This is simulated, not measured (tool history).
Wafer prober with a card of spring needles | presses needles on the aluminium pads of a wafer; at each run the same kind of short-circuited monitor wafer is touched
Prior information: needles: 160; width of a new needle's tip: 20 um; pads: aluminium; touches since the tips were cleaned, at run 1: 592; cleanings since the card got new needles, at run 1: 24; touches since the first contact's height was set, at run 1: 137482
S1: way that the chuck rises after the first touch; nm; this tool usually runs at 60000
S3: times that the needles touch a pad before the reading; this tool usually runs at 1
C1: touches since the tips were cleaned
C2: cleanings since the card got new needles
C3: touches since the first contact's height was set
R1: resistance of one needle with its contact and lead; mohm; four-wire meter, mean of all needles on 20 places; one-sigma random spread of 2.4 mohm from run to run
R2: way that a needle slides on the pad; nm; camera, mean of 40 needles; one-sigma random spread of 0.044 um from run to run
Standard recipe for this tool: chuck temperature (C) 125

{"run": 1, "hour": 0.0, "S1": 60000, "chuck temperature (C)": 125, "S3": 1, "C1": 592, "C2": 24, "C3": 137482, "R1": 350, "R2": 15140}
{"hour": 13.2, "done": "tips cleaned on abrasive film"}
{"hour": 28.6, "done": "tips cleaned on abrasive film"}
{"hour": 41.7, "done": "tips cleaned on abrasive film"}
{"run": 2, "hour": 51.0, "S1": 60000, "chuck temperature (C)": 125, "S3": 1, "C1": 3580, "C2": 27, "C3": 157094, "R1": 595, "R2": 14800}
{"hour": 57.5, "done": "tips cleaned on abrasive film"}
{"hour": 73.0, "done": "tips cleaned on abrasive film"}
{"run": 3, "hour": 85.2, "S1": 60000, "chuck temperature (C)": 125, "S3": 1, "C1": 4734, "C2": 29, "C3": 170271, "R1": 671, "R2": 14720}
{"hour": 87.9, "done": "tips cleaned on abrasive film"}
{"hour": 101.1, "done": "tips cleaned on abrasive film"}
{"hour": 114.2, "done": "tips cleaned on abrasive film"}
{"hour": 130.3, "done": "tips cleaned on abrasive film"}
{"run": 4, "hour": 135.5, "S1": 60000, "chuck temperature (C)": 125, "S3": 1, "C1": 2025, "C2": 33, "C3": 189562, "R1": 483, "R2": 14660}
{"hour": 145.0, "done": "tips cleaned on abrasive film"}
{"hour": 160.9, "done": "tips cleaned on abrasive film"}
{"hour": 161.2, "done": "height of the first contact set anew"}
{"hour": 177.1, "done": "tips cleaned on abrasive film"}
{"run": 5, "hour": 180.8, "S1": 45000, "chuck temperature (C)": 125, "S3": 1, "C1": 1444, "C2": 36, "C3": 7544, "R1": 584, "R2": 11680}
{"hour": 190.7, "done": "tips cleaned on abrasive film"}
{"hour": 206.4, "done": "tips cleaned on abrasive film"}
{"hour": 222.1, "done": "tips cleaned on abrasive film"}
{"run": 6, "hour": 225.0, "S1": 45000, "chuck temperature (C)": 125, "S3": 1, "C1": 1122, "C2": 39, "C3": 24501, "R1": 498, "R2": 11720}
{"hour": 237.5, "done": "tips cleaned on abrasive film"}
{"hour": 253.1, "done": "tips cleaned on abrasive film"}
{"run": 7, "hour": 255.5, "S1": 60000, "chuck temperature (C)": 125, "S3": 1, "C1": 934, "C2": 41, "C3": 36250, "R1": 409, "R2": 15580}
{"hour": 268.0, "done": "tips cleaned on abrasive film"}
{"hour": 274.6, "done": "tips cleaned on abrasive film, once more"}
{"hour": 291.1, "done": "tips cleaned on abrasive film"}
{"hour": 306.9, "done": "tips cleaned on abrasive film"}
{"run": 8, "hour": 306.9, "S1": 60000, "chuck temperature (C)": 125, "S3": 1, "C1": 0, "C2": 45, "C3": 55980, "R1": 327, "R2": 15410}
{"hour": 320.1, "done": "tips cleaned on abrasive film"}
{"hour": 333.3, "done": "tips cleaned on abrasive film"}
{"hour": 346.4, "done": "tips cleaned on abrasive film"}
{"run": 9, "hour": 353.7, "S1": 60000, "chuck temperature (C)": 125, "S3": 1, "C1": 2816, "C2": 48, "C3": 73973, "R1": 563, "R2": 15340}
{"hour": 360.4, "done": "tips cleaned on abrasive film"}
{"hour": 375.8, "done": "tips cleaned on abrasive film"}
{"hour": 391.4, "done": "tips cleaned on abrasive film"}
{"run": 10, "hour": 391.6, "S1": 60000, "chuck temperature (C)": 125, "S3": 2, "C1": 56, "C2": 51, "C3": 88510, "R1": 290, "R2": 15250}
{"hour": 407.3, "done": "tips cleaned on abrasive film"}
{"hour": 423.3, "done": "tips cleaned on abrasive film"}
{"run": 11, "hour": 424.7, "S1": 60000, "chuck temperature (C)": 125, "S3": 2, "C1": 547, "C2": 53, "C3": 101259, "R1": 324, "R2": 15230}
{"hour": 437.9, "done": "tips cleaned on abrasive film"}
{"hour": 451.1, "done": "tips cleaned on abrasive film"}
{"run": 12, "hour": 454.0, "S1": 60000, "chuck temperature (C)": 125, "S3": 2, "C1": 1141, "C2": 55, "C3": 112517, "R1": 355, "R2": 15200}
{"hour": 466.6, "done": "tips cleaned on abrasive film"}
{"hour": 482.7, "done": "tips cleaned on abrasive film"}
{"hour": 498.2, "done": "tips cleaned on abrasive film"}
{"run": 13, "hour": 500.4, "S1": 60000, "chuck temperature (C)": 89, "S3": 2, "C1": 879, "C2": 58, "C3": 130364, "R1": 343, "R2": 15090}
{"hour": 513.6, "done": "tips cleaned on abrasive film"}
{"hour": 529.4, "done": "tips cleaned on abrasive film"}
{"hour": 544.0, "done": "tips cleaned on abrasive film"}
{"hour": 557.3, "done": "tips cleaned on abrasive film"}
{"run": 14, "hour": 557.3, "S1": 60000, "chuck temperature (C)": 89, "S3": 2, "C1": 0, "C2": 62, "C3": 152205, "R1": 278, "R2": 14970}
{"hour": 573.7, "done": "tips cleaned on abrasive film"}
{"hour": 588.8, "done": "tips cleaned on abrasive film"}
{"hour": 604.3, "done": "tips cleaned on abrasive film"}
{"run": 15, "hour": 610.5, "S1": 57000, "chuck temperature (C)": 125, "S3": 3, "C1": 2411, "C2": 65, "C3": 172672, "R1": 389, "R2": 14120}
{"hour": 619.8, "done": "tips cleaned on abrasive film"}
{"hour": 636.3, "done": "tips cleaned on abrasive film"}
{"run": 16, "hour": 639.1, "S1": 57000, "chuck temperature (C)": 125, "S3": 3, "C1": 1110, "C2": 67, "C3": 183682, "R1": 339, "R2": 14130}
{"hour": 652.3, "done": "tips cleaned on abrasive film"}
{"hour": 667.3, "done": "tips cleaned on abrasive film"}
{"hour": 679.9, "done": "height of the first contact set anew"}
{"hour": 683.3, "done": "tips cleaned on abrasive film"}
{"run": 17, "hour": 687.3, "S1": 54000, "chuck temperature (C)": 37, "S3": 2, "C1": 1565, "C2": 70, "C3": 2829, "R1": 431, "R2": 14150}
{"hour": 697.2, "done": "tips cleaned on abrasive film"}
{"hour": 713.1, "done": "tips cleaned on abrasive film"}
{"hour": 729.0, "done": "tips cleaned on abrasive film"}
{"hour": 742.1, "done": "tips cleaned on abrasive film"}
{"run": 18, "hour": 748.4, "S1": 54000, "chuck temperature (C)": 37, "S3": 2, "C1": 2414, "C2": 74, "C3": 26287, "R1": 457, "R2": 14030}
{"hour": 758.3, "done": "tips cleaned on abrasive film"}
{"hour": 774.3, "done": "tips cleaned on abrasive film"}
{"run": 19, "hour": 782.9, "S1": 54000, "chuck temperature (C)": 37, "S3": 3, "C1": 3357, "C2": 76, "C3": 39586, "R1": 421, "R2": 13980}
{"hour": 789.0, "done": "tips cleaned on abrasive film"}
{"hour": 804.9, "done": "tips cleaned on abrasive film"}
{"hour": 821.0, "done": "tips cleaned on abrasive film"}
{"run": 20, "hour": 832.3, "S1": 50000, "chuck temperature (C)": 125, "S3": 1, "C1": 4386, "C2": 79, "C3": 58572, "R1": 841, "R2": 12810}
{"hour": 835.7, "done": "tips cleaned on abrasive film"}
{"hour": 852.1, "done": "tips cleaned on abrasive film"}
{"hour": 867.2, "done": "tips cleaned on abrasive film"}
{"run": 21, "hour": 875.1, "S1": 50000, "chuck temperature (C)": 69, "S3": 1, "C1": 3080, "C2": 82, "C3": 75030, "R1": 793, "R2": 12780}
{"hour": 881.8, "done": "tips cleaned on abrasive film"}
{"hour": 897.4, "done": "tips cleaned on abrasive film"}
{"run": 22, "hour": 907.8, "S1": 69000, "chuck temperature (C)": 125, "S3": 2, "C1": 4037, "C2": 84, "C3": 87607, "R1": 430, "R2": 17750}
{"hour": 911.2, "done": "tips cleaned on abrasive film"}
{"hour": 926.4, "done": "tips cleaned on abrasive film"}
{"hour": 939.5, "done": "tips cleaned on abrasive film"}
{"hour": 953.8, "done": "tips cleaned on abrasive film"}
{"run": 23, "hour": 953.8, "S1": 66000, "chuck temperature (C)": 34, "S3": 1, "C1": 0, "C2": 88, "C3": 105241, "R1": 290, "R2": 16740}
{"hour": 969.9, "done": "tips cleaned on abrasive film"}
{"hour": 986.2, "done": "tips cleaned on abrasive film"}
{"hour": 1001.7, "done": "tips cleaned on abrasive film"}
{"run": 24, "hour": 1004.1, "S1": 70000, "chuck temperature (C)": 85, "S3": 1, "C1": 926, "C2": 91, "C3": 124596, "R1": 355, "R2": 17770}
{"hour": 1017.1, "done": "tips cleaned on abrasive film"}
{"hour": 1032.8, "done": "tips cleaned on abrasive film"}
{"hour": 1047.3, "done": "tips cleaned on abrasive film"}
{"run": 25, "hour": 1056.6, "S1": 43000, "chuck temperature (C)": 60, "S3": 2, "C1": 3609, "C2": 94, "C3": 144795, "R1": 767, "R2": 10670}
{"hour": 1063.3, "done": "tips cleaned on abrasive film"}
{"hour": 1079.1, "done": "tips cleaned on abrasive film"}
{"hour": 1095.5, "done": "tips cleaned on abrasive film"}
{"hour": 1108.7, "done": "tips cleaned on abrasive film"}
{"run": 26, "hour": 1112.2, "S1": 73000, "chuck temperature (C)": 28, "S3": 2, "C1": 1367, "C2": 98, "C3": 166148, "R1": 335, "R2": 18330}
{"hour": 1124.0, "done": "tips cleaned on abrasive film"}
{"hour": 1139.4, "done": "tips cleaned on abrasive film"}
{"run": 27, "hour": 1139.4, "S1": 73000, "chuck temperature (C)": 28, "S3": 2, "C1": 0, "C2": 100, "C3": 176597, "R1": 265, "R2": 18320}

Selected run-to-run steps in R1, each split into two signed amounts: the part the tool would show with no hidden state at all (from settings, incoming material and random variation), and the remainder, which goes to the hidden state together with any gauge scatter not common to the measured and the hidden-state-free results:
Hidden state present: debris on the tips, nm; way that the needles fall short of the set height, um; tips' diameter, um; drift of the gauge itself on contact_mohm, %; drift of the gauge itself on scrub_um, %.
Run 19 -> 20: S1 54000 -> 50000, chuck temperature (C) 37 -> 125, S3 3 -> 1, tips cleaned on abrasive film, tips cleaned on abrasive film, tips cleaned on abrasive film. R1 +420 mohm: hidden state +393, all else +27.
Run 24 -> 25: S1 70000 -> 43000, chuck temperature (C) 85 -> 60, S3 1 -> 2, tips cleaned on abrasive film, tips cleaned on abrasive film, tips cleaned on abrasive film. R1 +412 mohm: hidden state +401, all else +11.
Run 25 -> 26: S1 43000 -> 73000, chuck temperature (C) 60 -> 28, tips cleaned on abrasive film, tips cleaned on abrasive film, tips cleaned on abrasive film, tips cleaned on abrasive film. R1 -432 mohm: hidden state -403, all else -29.
